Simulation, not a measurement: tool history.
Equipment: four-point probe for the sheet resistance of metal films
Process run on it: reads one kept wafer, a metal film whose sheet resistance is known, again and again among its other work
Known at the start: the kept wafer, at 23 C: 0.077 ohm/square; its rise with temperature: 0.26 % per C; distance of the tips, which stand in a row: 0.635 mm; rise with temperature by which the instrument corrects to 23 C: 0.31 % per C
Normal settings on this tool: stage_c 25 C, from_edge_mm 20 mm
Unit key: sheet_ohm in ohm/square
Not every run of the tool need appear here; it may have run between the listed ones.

run,hour,stage_c,from_edge_mm,sheet_ohm
1,0,25,20,0.077102
2,85.5,25,20,0.077177
3,134.8,25,20,0.07714
# hour 145: new probe head fitted
4,186.1,25,6,0.076961
5,287.6,25,20,0.076596
# hour 298.3: stage's thermometer calibrated
6,362.7,19,26,0.076943
7,459.9,24,4,0.077787
8,508.2,24,4,0.077825
9,556.7,25,45,0.07682
10,655.1,33,32,0.076597

4 ways to go on from here, each from the tool as it stands after run 10. What would each give?
A,757.3,30,70,?
B,757.3,25,20,?
C,757.3,33,20,?
D,757.3,33,5,?

run,sheet_ohm
A,0.076718
B,0.076936
C,0.076642
D,0.077259
Take away the tool's hidden state, keep each run's random variation, and the runs would have read:
run,sheet_ohm
A,0.076768
B,0.076986
C,0.076692
D,0.077309
